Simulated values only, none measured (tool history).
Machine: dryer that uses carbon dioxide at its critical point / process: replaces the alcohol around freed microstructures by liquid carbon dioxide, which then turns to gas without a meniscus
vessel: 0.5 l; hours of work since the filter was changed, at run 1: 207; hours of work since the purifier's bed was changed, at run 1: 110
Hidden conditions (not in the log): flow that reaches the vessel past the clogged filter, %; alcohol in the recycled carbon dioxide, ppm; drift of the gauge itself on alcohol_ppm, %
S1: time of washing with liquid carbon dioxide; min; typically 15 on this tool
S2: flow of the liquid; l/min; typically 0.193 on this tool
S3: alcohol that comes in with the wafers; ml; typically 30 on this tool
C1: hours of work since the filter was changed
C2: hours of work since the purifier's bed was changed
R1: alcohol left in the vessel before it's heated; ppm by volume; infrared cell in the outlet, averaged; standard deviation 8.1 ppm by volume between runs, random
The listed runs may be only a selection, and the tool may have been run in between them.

Run 1, hour 0.0: usual settings; C1 207; C2 110. Result: R1 555 ppm by volume.
Run 2, hour 7.7: usual settings but S3 41 ml; C1 210; C2 113. Result: R1 760 ppm by volume.
Run 3, hour 14.4: usual settings but S3 41 ml; C1 212; C2 115. Result: R1 757 ppm by volume.
Run 4, hour 27.0: usual settings but S3 41 ml; C1 216; C2 119. Result: R1 763 ppm by volume.
Run 5, hour 40.6: usual settings but S1 18 min; C1 221; C2 124. Result: R1 218 ppm by volume.
Run 6, hour 55.1: usual settings but S1 18 min; C1 226; C2 129. Result: R1 229 ppm by volume.
Run 7, hour 68.4: usual settings but S1 18 min; C1 230; C2 133. Result: R1 235 ppm by volume.
Run 8, hour 75.3: usual settings; C1 232; C2 135. Result: R1 574 ppm by volume.
Run 9, hour 87.6: usual settings; C1 237; C2 140. Result: R1 561 ppm by volume.
Run 10, hour 99.8: usual settings; C1 241; C2 144. Result: R1 564 ppm by volume.
Run 11, hour 109.7: usual settings; C1 244; C2 147. Result: R1 576 ppm by volume.
Run 12, hour 116.8: usual settings; C1 246; C2 149. Result: R1 589 ppm by volume.
Run 13, hour 132.7: usual settings; C1 252; C2 155. Result: R1 571 ppm by volume.
Run 14, hour 148.8: usual settings but S1 17 min, S2 0.136 l/min; C1 257; C2 160. Result: R1 1574 ppm by volume.
Run 15, hour 158.6: usual settings but S1 11 min, S3 22 ml; C1 260; C2 163. Result: R1 1486 ppm by volume.
Run 16, hour 170.3: usual settings but S1 11 min, S3 22 ml; C1 264; C2 167. Result: R1 1447 ppm by volume.
Run 17, hour 177.9: usual settings but S1 19 min, S3 31 ml; C1 267; C2 170. Result: R1 194 ppm by volume.
Run 18, hour 186.2: usual settings but S1 12 min, S2 0.303 l/min, S3 31 ml; C1 270; C2 173. Result: R1 178 ppm by volume.
Run 19, hour 196.3: usual settings but S1 16 min, S2 0.131 l/min, S3 48 ml; C1 273; C2 176. Result: R1 3534 ppm by volume.
Run 20, hour 207.7: usual settings but S1 18 min, S2 0.121 l/min, S3 32 ml; C1 277; C2 180. Result: R1 2139 ppm by volume.
Run 21, hour 219.1: usual settings but S1 18 min, S2 0.121 l/min, S3 32 ml; C1 281; C2 184. Result: R1 2091 ppm by volume.
Run 22, hour 225.7: usual settings but S2 0.213 l/min, S3 51 ml; C1 283; C2 186. Result: R1 626 ppm by volume.
Run 23, hour 233.1: usual settings but S1 11 min, S2 0.144 l/min, S3 114 ml; C1 286; C2 189. Result: R1 18634 ppm by volume.
Run 24, hour 248.4: usual settings but S1 17 min, S2 0.254 l/min, S3 47 ml; C1 291; C2 194. Result: R1 108 ppm by volume.
Run 25, hour 257.4: usual settings but S1 17 min, S2 0.254 l/min, S3 47 ml; C1 294; C2 197. Result: R1 109 ppm by volume.
Run 26, hour 269.4: usual settings but S1 23 min, S2 0.219 l/min, S3 47 ml; C1 298; C2 201. Result: R1 56 ppm by volume.

Forecast each of these 5 alternatives for the next run:
At hour 283.6: inlet filter changed.
Run A, hour 285.2: usual settings but S1 21 min, S2 0.219 l/min, S3 78 ml; C1 1; C2 206. Result: R1 ?.
At hour 283.6: inlet filter changed.
Run B, hour 285.2: usual settings but S1 23 min, S2 0.219 l/min, S3 45 ml; C1 1; C2 206. Result: R1 ?.
At hour 283.6: inlet filter changed.
Run C, hour 285.2: usual settings but S1 23 min, S2 0.268 l/min, S3 47 ml; C1 1; C2 206. Result: R1 ?.
At hour 283.6: inlet filter changed.
Run D, hour 285.2: usual settings but S1 9 min, S2 0.219 l/min, S3 47 ml; C1 1; C2 206. Result: R1 ?.
At hour 283.6: inlet filter changed.
Run E, hour 285.2: usual settings but S1 22 min, S2 0.175 l/min, S3 58 ml; C1 1; C2 206. Result: R1 ?.

run    R1
  A    80
  B    31
  C    20
  D  3157
  E   192
Stripped of hidden state, with their random variation kept, the same runs would have yielded:
run    R1
  A    59
  B    12
  C     1
  D  3083
  E   168
